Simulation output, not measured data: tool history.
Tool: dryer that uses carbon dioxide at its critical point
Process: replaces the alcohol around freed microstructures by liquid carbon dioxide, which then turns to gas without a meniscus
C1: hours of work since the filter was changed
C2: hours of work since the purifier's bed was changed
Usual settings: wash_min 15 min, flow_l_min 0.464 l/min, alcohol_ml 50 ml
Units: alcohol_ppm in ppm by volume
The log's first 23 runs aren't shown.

run 24 hour=212.9 | wash_min=15 flow_l_min=0.464 alcohol_ml=36 | C1=117 C2=227 | alcohol_ppm=106
run 25 hour=218.4 | wash_min=15 flow_l_min=0.464 alcohol_ml=36 | C1=120 C2=230 | alcohol_ppm=101
run 26 hour=224.7 | wash_min=9 flow_l_min=0.726 alcohol_ml=36 | C1=124 C2=234 | alcohol_ppm=171
run 27 hour=235.2 | wash_min=9 flow_l_min=0.726 alcohol_ml=36 | C1=130 C2=240 | alcohol_ppm=164
run 28 hour=243.7 | wash_min=15 flow_l_min=0.464 alcohol_ml=73 | C1=135 C2=245 | alcohol_ppm=221
run 29 hour=255.5 | wash_min=15 flow_l_min=0.594 alcohol_ml=50 | C1=141 C2=252 | alcohol_ppm=51
run 30 hour=267.3 | wash_min=15 flow_l_min=0.594 alcohol_ml=50 | C1=148 C2=258 | alcohol_ppm=50
run 31 hour=277.2 | wash_min=15 flow_l_min=0.464 alcohol_ml=41 | C1=154 C2=264 | alcohol_ppm=136
run 32 hour=285.9 | wash_min=15 flow_l_min=0.464 alcohol_ml=41 | C1=159 C2=269 | alcohol_ppm=135
run 33 hour=292.8 | wash_min=15 flow_l_min=0.464 alcohol_ml=41 | C1=163 C2=273 | alcohol_ppm=140
run 34 hour=301.9 | wash_min=20 flow_l_min=0.54 alcohol_ml=45 | C1=168 C2=278 | alcohol_ppm=28
run 35 hour=309.5 | wash_min=20 flow_l_min=0.54 alcohol_ml=45 | C1=172 C2=282 | alcohol_ppm=32
run 36 hour=320.8 | wash_min=15 flow_l_min=0.464 alcohol_ml=68 | C1=179 C2=289 | alcohol_ppm=225
run 37 hour=330.9 | wash_min=15 flow_l_min=0.388 alcohol_ml=40 | C1=185 C2=295 | alcohol_ppm=310
run 38 hour=342 | wash_min=11 flow_l_min=0.464 alcohol_ml=94 | C1=191 C2=301 | alcohol_ppm=1294
run 39 hour=347.1 | wash_min=18 flow_l_min=0.464 alcohol_ml=94 | C1=194 C2=304 | alcohol_ppm=102

5 ways to go on from here, each from the tool as it stands after run 39. What would each give?
run A hour=357.9 | wash_min=10 flow_l_min=0.776 alcohol_ml=47 | C1=200 C2=310 | alcohol_ppm=?
run B hour=357.9 | wash_min=15 flow_l_min=0.283 alcohol_ml=77 | C1=200 C2=310 | alcohol_ppm=?
run C hour=357.9 | wash_min=15 flow_l_min=0.464 alcohol_ml=94 | C1=200 C2=310 | alcohol_ppm=?
run D hour=357.9 | wash_min=14 flow_l_min=0.464 alcohol_ml=50 | C1=200 C2=310 | alcohol_ppm=?
run E hour=357.9 | wash_min=10 flow_l_min=0.372 alcohol_ml=40 | C1=200 C2=310 | alcohol_ppm=?

run=A alcohol_ppm=109
run=B alcohol_ppm=2034
run=C alcohol_ppm=300
run=D alcohol_ppm=231
run=E alcohol_ppm=1737
Without the tool's hidden state the same runs would have given:
run=A alcohol_ppm=62
run=B alcohol_ppm=1611
run=C alcohol_ppm=195
run=D alcohol_ppm=151
run=E alcohol_ppm=1415
